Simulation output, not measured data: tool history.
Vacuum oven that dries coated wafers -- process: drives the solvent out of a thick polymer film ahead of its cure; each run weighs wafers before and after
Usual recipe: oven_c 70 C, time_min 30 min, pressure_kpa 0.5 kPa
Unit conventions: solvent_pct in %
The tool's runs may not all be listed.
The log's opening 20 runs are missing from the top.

{"run": 21, "hour": 658.3, "oven_c": 64, "time_min": 19, "pressure_kpa": 0.317, "solvent_pct": 3.81}
{"run": 22, "hour": 692.2, "oven_c": 75, "time_min": 30, "pressure_kpa": 1.746, "solvent_pct": 0.83}
{"run": 23, "hour": 721.5, "oven_c": 78, "time_min": 30, "pressure_kpa": 0.5, "solvent_pct": 0.26}
{"run": 24, "hour": 742.5, "oven_c": 78, "time_min": 17, "pressure_kpa": 0.645, "solvent_pct": 0.95}
{"run": 25, "hour": 783.4, "oven_c": 76, "time_min": 38, "pressure_kpa": 0.972, "solvent_pct": 0.35}
{"run": 26, "hour": 806.2, "oven_c": 76, "time_min": 38, "pressure_kpa": 0.972, "solvent_pct": 0.38}
{"run": 27, "hour": 845.8, "oven_c": 70, "time_min": 49, "pressure_kpa": 0.5, "solvent_pct": 0.35}
{"run": 28, "hour": 880.5, "oven_c": 58, "time_min": 26, "pressure_kpa": 0.449, "solvent_pct": 4.47}
{"run": 29, "hour": 921.9, "oven_c": 58, "time_min": 26, "pressure_kpa": 0.449, "solvent_pct": 4.42}
{"run": 30, "hour": 956.9, "oven_c": 57, "time_min": 30, "pressure_kpa": 0.567, "solvent_pct": 4.22}
{"run": 31, "hour": 978.0, "oven_c": 57, "time_min": 30, "pressure_kpa": 0.567, "solvent_pct": 4.15}
{"run": 32, "hour": 1015.9, "oven_c": 57, "time_min": 30, "pressure_kpa": 0.567, "solvent_pct": 4.22}
{"run": 33, "hour": 1039.1, "oven_c": 57, "time_min": 22, "pressure_kpa": 0.567, "solvent_pct": 5.69}
{"run": 34, "hour": 1086.5, "oven_c": 70, "time_min": 18, "pressure_kpa": 1.946, "solvent_pct": 2.88}
{"run": 35, "hour": 1110.5, "oven_c": 58, "time_min": 30, "pressure_kpa": 0.338, "solvent_pct": 3.73}

Here are 3 independent what-if runs from the current tool condition. What would each one return?
{"run": "A", "hour": 1133.7, "oven_c": 58, "time_min": 42, "pressure_kpa": 0.801, "solvent_pct": "?"}
{"run": "B", "hour": 1133.7, "oven_c": 67, "time_min": 30, "pressure_kpa": 0.281, "solvent_pct": "?"}
{"run": "C", "hour": 1133.7, "oven_c": 58, "time_min": 34, "pressure_kpa": 0.338, "solvent_pct": "?"}

run=A solvent_pct=2.66
run=B solvent_pct=1.27
run=C solvent_pct=3.15
With no hidden state in the tool, these same runs would have given:
run=A solvent_pct=2.66
run=B solvent_pct=1.26
run=C solvent_pct=3.14
